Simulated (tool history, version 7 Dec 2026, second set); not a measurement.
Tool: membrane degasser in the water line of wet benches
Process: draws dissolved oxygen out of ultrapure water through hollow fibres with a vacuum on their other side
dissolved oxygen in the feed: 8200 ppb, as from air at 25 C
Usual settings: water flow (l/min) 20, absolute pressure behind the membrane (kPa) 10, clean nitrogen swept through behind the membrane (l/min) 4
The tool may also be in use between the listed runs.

run   hour  water flow (l/min)  absolute pressure behind the membrane (kPa)  clean nitrogen swept through behind the membrane (l/min)  dissolved oxygen in the water behind the degasser (ppb)  pressure that the water loses in the fibres (kPa)
  1      0                  20                                           10                                                         4                                                     87.6                                              67.56
  2   97.1                  20                                           10                                                         4                                                     88.2                                              67.75
  3  175.1                  20                                           10                                                         4                                                     88.4                                               68.4
  4    228                  21                                           10                                                         4                                                     93.6                                              71.77
  5  355.7                  20                                           10                                                         4                                                     88.2                                              68.11
  6  414.7                  20                                           10                                                         4                                                       88                                              68.36
  7  517.3                  20                                           10                                                         4                                                       88                                              68.13

Run 8 comes next. What will it give?
  8  579.6                  23                                           10                                                         4                                                        ?                                                  ?

dissolved oxygen in the water behind the degasser (ppb): 106.8
pressure that the water loses in the fibres (kPa): 78.46
Without the tool's hidden state the same run would have given dissolved oxygen in the water behind the degasser (ppb) 106.4, pressure that the water loses in the fibres (kPa) 78.12.
